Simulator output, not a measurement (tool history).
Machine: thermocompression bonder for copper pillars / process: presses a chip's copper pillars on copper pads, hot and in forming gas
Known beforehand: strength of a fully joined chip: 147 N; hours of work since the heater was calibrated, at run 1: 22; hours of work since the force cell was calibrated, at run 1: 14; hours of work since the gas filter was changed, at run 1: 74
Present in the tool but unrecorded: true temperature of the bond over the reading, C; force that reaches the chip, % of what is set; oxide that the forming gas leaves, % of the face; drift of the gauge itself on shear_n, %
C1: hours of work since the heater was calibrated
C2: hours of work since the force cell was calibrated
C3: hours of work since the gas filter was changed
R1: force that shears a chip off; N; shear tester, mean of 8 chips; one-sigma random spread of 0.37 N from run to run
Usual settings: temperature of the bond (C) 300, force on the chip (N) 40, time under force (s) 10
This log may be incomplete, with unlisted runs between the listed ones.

Run 1, hour 0: usual settings; C1 22; C2 14; C3 74. Result: R1 63.2 N.
Run 2, hour 7: usual settings; C1 27; C2 18; C3 79. Result: R1 63.1 N.
Run 3, hour 12.1: usual settings; C1 30; C2 22; C3 82. Result: R1 63.4 N.
Run 4, hour 22.8: usual settings; C1 37; C2 29; C3 89. Result: R1 63.1 N.
Run 5, hour 30.3: usual settings; C1 42; C2 34; C3 94. Result: R1 63.5 N.
Run 6, hour 42: usual settings but temperature of the bond (C) 328; C1 50; C2 41; C3 102. Result: R1 82.6 N.
Run 7, hour 46.9: usual settings but time under force (s) 24; C1 53; C2 44; C3 105. Result: R1 85.1 N.
Run 8, hour 53.1: usual settings but force on the chip (N) 38; C1 57; C2 49; C3 109. Result: R1 61.9 N.
Run 9, hour 62.5: usual settings but force on the chip (N) 38; C1 63; C2 55; C3 115. Result: R1 61 N.
Run 10, hour 68.3: usual settings; C1 67; C2 59; C3 119. Result: R1 62 N.
Run 11, hour 74.1: usual settings; C1 71; C2 62; C3 123. Result: R1 62.5 N.
Run 12, hour 85.2: usual settings; C1 78; C2 70; C3 130. Result: R1 63.1 N.
Run 13, hour 96.2: usual settings; C1 85; C2 77; C3 138. Result: R1 62.8 N.
Run 14, hour 104.2: usual settings; C1 91; C2 82; C3 143. Result: R1 62.8 N.
Run 15, hour 112.1: usual settings but time under force (s) 15; C1 96; C2 88; C3 148. Result: R1 72.5 N.
Run 16, hour 117.9: usual settings but time under force (s) 9; C1 100; C2 91; C3 152. Result: R1 60.7 N.
Run 17, hour 127.7: usual settings but time under force (s) 9; C1 106; C2 98; C3 158. Result: R1 59.9 N.
Run 18, hour 132.9: usual settings; C1 110; C2 101; C3 162. Result: R1 63.2 N.
Run 19, hour 142.7: usual settings; C1 116; C2 108; C3 168. Result: R1 62.6 N.
Run 20, hour 149.2: usual settings; C1 120; C2 112; C3 173. Result: R1 62.5 N.
Run 21, hour 155.6: usual settings; C1 125; C2 116; C3 177. Result: R1 62.8 N.
Run 22, hour 161: usual settings; C1 128; C2 120; C3 180. Result: R1 62.1 N.
Run 23, hour 168.6: usual settings but temperature of the bond (C) 304, force on the chip (N) 34, time under force (s) 6; C1 133; C2 125; C3 185. Result: R1 48.4 N.
Run 24, hour 175.5: usual settings but temperature of the bond (C) 322, force on the chip (N) 28, time under force (s) 6; C1 138; C2 129; C3 190. Result: R1 53.1 N.
Run 25, hour 181.3: usual settings but temperature of the bond (C) 322, force on the chip (N) 42, time under force (s) 8; C1 142; C2 133; C3 194. Result: R1 74.4 N.
Run 26, hour 192: usual settings but temperature of the bond (C) 322, force on the chip (N) 42, time under force (s) 8; C1 149; C2 140; C3 201. Result: R1 72.7 N.
Run 27, hour 201.9: usual settings but temperature of the bond (C) 322, force on the chip (N) 42, time under force (s) 8; C1 155; C2 147; C3 207. Result: R1 73.7 N.
Run 28, hour 208.5: usual settings but temperature of the bond (C) 297, force on the chip (N) 55, time under force (s) 29; C1 160; C2 151; C3 212. Result: R1 99.6 N.
Run 29, hour 213.7: usual settings but temperature of the bond (C) 297, force on the chip (N) 55, time under force (s) 29; C1 163; C2 155; C3 215. Result: R1 99.2 N.
Run 30, hour 220.8: usual settings but temperature of the bond (C) 325, force on the chip (N) 26, time under force (s) 21; C1 168; C2 159; C3 220. Result: R1 81.3 N.
Run 31, hour 227: usual settings but temperature of the bond (C) 296, force on the chip (N) 48, time under force (s) 8; C1 172; C2 163; C3 224. Result: R1 61.2 N.
At hour 228.4: forming gas filter changed.
Run 32, hour 237.2: usual settings but force on the chip (N) 32, time under force (s) 8; C1 178; C2 170; C3 6. Result: R1 49.7 N.
Run 33, hour 246.6: usual settings but force on the chip (N) 32, time under force (s) 8; C1 184; C2 176; C3 12. Result: R1 50.4 N.
Run 34, hour 255.4: usual settings but temperature of the bond (C) 277, force on the chip (N) 50, time under force (s) 21; C1 190; C2 182; C3 18. Result: R1 71.2 N.
Run 35, hour 262.3: usual settings but temperature of the bond (C) 278; C1 195; C2 186; C3 22. Result: R1 47.9 N.
Run 36, hour 269.5: usual settings but temperature of the bond (C) 278, force on the chip (N) 25; C1 199; C2 191; C3 27. Result: R1 35 N.
Run 37, hour 277.3: usual settings but temperature of the bond (C) 278, force on the chip (N) 25, time under force (s) 11; C1 205; C2 196; C3 32. Result: R1 36.9 N.
Run 38, hour 288.9: usual settings but temperature of the bond (C) 277, force on the chip (N) 28, time under force (s) 23; C1 212; C2 204; C3 40. Result: R1 52.1 N.
Run 39, hour 295.4: usual settings but temperature of the bond (C) 277, force on the chip (N) 28, time under force (s) 23; C1 217; C2 208; C3 44. Result: R1 53.2 N.
Run 40, hour 302: usual settings but temperature of the bond (C) 277, force on the chip (N) 28, time under force (s) 23; C1 221; C2 212; C3 49. Result: R1 52.9 N.

What if the next run were any one of these 3? Each begins from the tool's condition after run 40:
Run A, hour 310.5: usual settings but temperature of the bond (C) 318, force on the chip (N) 28, time under force (s) 24; C1 226; C2 218; C3 54. Result: R1 ?.
Run B, hour 310.5: usual settings but temperature of the bond (C) 322; C1 226; C2 218; C3 54. Result: R1 ?.
Run C, hour 310.5: usual settings but temperature of the bond (C) 277, force on the chip (N) 54, time under force (s) 23; C1 226; C2 218; C3 54. Result: R1 ?.

run    R1
  A  82.1
  B  77.5
  C  76.5
With the hidden condition removed and each run's random variation left untouched, the same runs would have given:
run    R1
  A  84.3
  B  79.6
  C  78.5
